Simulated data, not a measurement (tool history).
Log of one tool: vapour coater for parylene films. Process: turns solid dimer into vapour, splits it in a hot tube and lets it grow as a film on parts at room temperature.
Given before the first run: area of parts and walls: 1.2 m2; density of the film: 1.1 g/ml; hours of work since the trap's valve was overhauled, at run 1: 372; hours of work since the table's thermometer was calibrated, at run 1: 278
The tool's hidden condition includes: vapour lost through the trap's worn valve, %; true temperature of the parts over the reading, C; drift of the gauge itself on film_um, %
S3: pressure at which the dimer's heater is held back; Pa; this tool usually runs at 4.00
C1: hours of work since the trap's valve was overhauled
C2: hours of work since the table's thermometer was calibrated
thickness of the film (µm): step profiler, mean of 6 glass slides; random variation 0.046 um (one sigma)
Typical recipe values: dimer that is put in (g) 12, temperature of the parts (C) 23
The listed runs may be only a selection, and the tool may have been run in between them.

{"run": 1, "hour": 0.0, "dimer that is put in (g)": 12, "temperature of the parts (C)": 23, "S3": 4.0, "C1": 372, "C2": 278, "thickness of the film (µm)": 4.66}
{"run": 2, "hour": 9.1, "dimer that is put in (g)": 12, "temperature of the parts (C)": 23, "S3": 4.0, "C1": 377, "C2": 283, "thickness of the film (µm)": 4.77}
{"run": 3, "hour": 18.0, "dimer that is put in (g)": 12, "temperature of the parts (C)": 23, "S3": 4.0, "C1": 381, "C2": 288, "thickness of the film (µm)": 4.67}
{"run": 4, "hour": 33.1, "dimer that is put in (g)": 12, "temperature of the parts (C)": 23, "S3": 4.0, "C1": 389, "C2": 295, "thickness of the film (µm)": 4.76}
{"run": 5, "hour": 40.7, "dimer that is put in (g)": 12, "temperature of the parts (C)": 23, "S3": 4.0, "C1": 393, "C2": 299, "thickness of the film (µm)": 4.66}
{"run": 6, "hour": 47.2, "dimer that is put in (g)": 12, "temperature of the parts (C)": 23, "S3": 4.0, "C1": 396, "C2": 302, "thickness of the film (µm)": 4.64}
{"run": 7, "hour": 54.7, "dimer that is put in (g)": 12, "temperature of the parts (C)": 23, "S3": 4.0, "C1": 400, "C2": 306, "thickness of the film (µm)": 4.66}
{"run": 8, "hour": 64.6, "dimer that is put in (g)": 12, "temperature of the parts (C)": 23, "S3": 4.0, "C1": 405, "C2": 311, "thickness of the film (µm)": 4.7}
{"run": 9, "hour": 79.6, "dimer that is put in (g)": 12, "temperature of the parts (C)": 17, "S3": 4.0, "C1": 412, "C2": 319, "thickness of the film (µm)": 6.23}
{"run": 10, "hour": 88.7, "dimer that is put in (g)": 12, "temperature of the parts (C)": 17, "S3": 4.0, "C1": 417, "C2": 323, "thickness of the film (µm)": 6.22}
{"run": 11, "hour": 101.9, "dimer that is put in (g)": 12, "temperature of the parts (C)": 23, "S3": 4.0, "C1": 424, "C2": 330, "thickness of the film (µm)": 4.65}
{"run": 12, "hour": 109.8, "dimer that is put in (g)": 12, "temperature of the parts (C)": 23, "S3": 4.0, "C1": 428, "C2": 334, "thickness of the film (µm)": 4.66}
{"run": 13, "hour": 121.2, "dimer that is put in (g)": 12, "temperature of the parts (C)": 23, "S3": 4.0, "C1": 434, "C2": 340, "thickness of the film (µm)": 4.73}
{"run": 14, "hour": 127.9, "dimer that is put in (g)": 8, "temperature of the parts (C)": 23, "S3": 4.0, "C1": 437, "C2": 343, "thickness of the film (µm)": 3.06}
{"run": 15, "hour": 142.1, "dimer that is put in (g)": 12, "temperature of the parts (C)": 23, "S3": 4.0, "C1": 444, "C2": 350, "thickness of the film (µm)": 4.61}
{"run": 16, "hour": 151.5, "dimer that is put in (g)": 10, "temperature of the parts (C)": 23, "S3": 4.0, "C1": 449, "C2": 355, "thickness of the film (µm)": 3.84}
{"run": 17, "hour": 163.0, "dimer that is put in (g)": 12, "temperature of the parts (C)": 23, "S3": 10.22, "C1": 455, "C2": 361, "thickness of the film (µm)": 4.22}
{"run": 18, "hour": 176.5, "dimer that is put in (g)": 12, "temperature of the parts (C)": 23, "S3": 10.22, "C1": 462, "C2": 368, "thickness of the film (µm)": 4.22}
{"run": 19, "hour": 182.9, "dimer that is put in (g)": 6, "temperature of the parts (C)": 23, "S3": 10.22, "C1": 465, "C2": 371, "thickness of the film (µm)": 2.12}
{"run": 20, "hour": 193.3, "dimer that is put in (g)": 6, "temperature of the parts (C)": 23, "S3": 10.22, "C1": 470, "C2": 376, "thickness of the film (µm)": 2.12}
{"run": 21, "hour": 201.4, "dimer that is put in (g)": 12, "temperature of the parts (C)": 23, "S3": 4.0, "C1": 474, "C2": 380, "thickness of the film (µm)": 4.59}
{"run": 22, "hour": 215.4, "dimer that is put in (g)": 12, "temperature of the parts (C)": 23, "S3": 4.0, "C1": 481, "C2": 387, "thickness of the film (µm)": 4.59}
{"run": 23, "hour": 224.2, "dimer that is put in (g)": 12, "temperature of the parts (C)": 23, "S3": 4.0, "C1": 486, "C2": 392, "thickness of the film (µm)": 4.53}
{"run": 24, "hour": 233.4, "dimer that is put in (g)": 12, "temperature of the parts (C)": 23, "S3": 4.0, "C1": 490, "C2": 396, "thickness of the film (µm)": 4.57}
{"run": 25, "hour": 243.1, "dimer that is put in (g)": 12, "temperature of the parts (C)": 23, "S3": 6.4, "C1": 495, "C2": 401, "thickness of the film (µm)": 4.31}
{"run": 26, "hour": 251.2, "dimer that is put in (g)": 12, "temperature of the parts (C)": 16, "S3": 6.4, "C1": 499, "C2": 406, "thickness of the film (µm)": 6.09}
{"run": 27, "hour": 264.8, "dimer that is put in (g)": 12, "temperature of the parts (C)": 21, "S3": 6.4, "C1": 506, "C2": 412, "thickness of the film (µm)": 4.78}
{"run": 28, "hour": 273.9, "dimer that is put in (g)": 10, "temperature of the parts (C)": 31, "S3": 6.4, "C1": 511, "C2": 417, "thickness of the film (µm)": 2.45}
{"run": 29, "hour": 281.9, "dimer that is put in (g)": 19, "temperature of the parts (C)": 29, "S3": 3.71, "C1": 515, "C2": 421, "thickness of the film (µm)": 5.47}
{"run": 30, "hour": 288.7, "dimer that is put in (g)": 19, "temperature of the parts (C)": 29, "S3": 3.71, "C1": 518, "C2": 425, "thickness of the film (µm)": 5.46}
{"run": 31, "hour": 295.6, "dimer that is put in (g)": 19, "temperature of the parts (C)": 29, "S3": 3.71, "C1": 522, "C2": 428, "thickness of the film (µm)": 5.36}
{"run": 32, "hour": 306.3, "dimer that is put in (g)": 6, "temperature of the parts (C)": 29, "S3": 3.71, "C1": 527, "C2": 433, "thickness of the film (µm)": 1.69}
{"run": 33, "hour": 320.9, "dimer that is put in (g)": 13, "temperature of the parts (C)": 23, "S3": 5.03, "C1": 535, "C2": 441, "thickness of the film (µm)": 4.8}
{"run": 34, "hour": 331.2, "dimer that is put in (g)": 6, "temperature of the parts (C)": 22, "S3": 5.03, "C1": 540, "C2": 446, "thickness of the film (µm)": 2.26}
{"run": 35, "hour": 341.5, "dimer that is put in (g)": 6, "temperature of the parts (C)": 30, "S3": 5.03, "C1": 545, "C2": 451, "thickness of the film (µm)": 1.56}
{"run": 36, "hour": 355.1, "dimer that is put in (g)": 6, "temperature of the parts (C)": 30, "S3": 5.03, "C1": 552, "C2": 458, "thickness of the film (µm)": 1.58}
{"run": 37, "hour": 368.7, "dimer that is put in (g)": 18, "temperature of the parts (C)": 19, "S3": 4.38, "C1": 559, "C2": 465, "thickness of the film (µm)": 8.04}
{"run": 38, "hour": 380.6, "dimer that is put in (g)": 13, "temperature of the parts (C)": 18, "S3": 7.03, "C1": 565, "C2": 471, "thickness of the film (µm)": 5.82}
{"run": 39, "hour": 392.6, "dimer that is put in (g)": 22, "temperature of the parts (C)": 20, "S3": 9.63, "C1": 571, "C2": 477, "thickness of the film (µm)": 8.64}
{"run": 40, "hour": 400.7, "dimer that is put in (g)": 16, "temperature of the parts (C)": 16, "S3": 6.24, "C1": 575, "C2": 481, "thickness of the film (µm)": 7.95}
{"run": 41, "hour": 410.0, "dimer that is put in (g)": 16, "temperature of the parts (C)": 16, "S3": 6.24, "C1": 580, "C2": 486, "thickness of the film (µm)": 7.91}
{"run": 42, "hour": 421.9, "dimer that is put in (g)": 17, "temperature of the parts (C)": 16, "S3": 6.24, "C1": 586, "C2": 492, "thickness of the film (µm)": 8.37}
{"run": 43, "hour": 431.2, "dimer that is put in (g)": 17, "temperature of the parts (C)": 16, "S3": 6.24, "C1": 590, "C2": 497, "thickness of the film (µm)": 8.46}
{"run": 44, "hour": 439.0, "dimer that is put in (g)": 11, "temperature of the parts (C)": 23, "S3": 6.24, "C1": 594, "C2": 501, "thickness of the film (µm)": 3.95}
{"run": 45, "hour": 451.4, "dimer that is put in (g)": 6, "temperature of the parts (C)": 21, "S3": 3.63, "C1": 601, "C2": 507, "thickness of the film (µm)": 2.44}
{"run": 46, "hour": 462.8, "dimer that is put in (g)": 6, "temperature of the parts (C)": 21, "S3": 3.63, "C1": 606, "C2": 513, "thickness of the film (µm)": 2.45}

Run 47, settings as shown, results not yet in. Your forecast:
{"run": 47, "hour": 476.3, "dimer that is put in (g)": 12, "temperature of the parts (C)": 15, "S3": 4.0, "C1": 613, "C2": 519, "thickness of the film (µm)": "?"}

thickness of the film (µm): 6.44
Had the tool carried no hidden state, the very same run would have given thickness of the film (µm) 7.52.
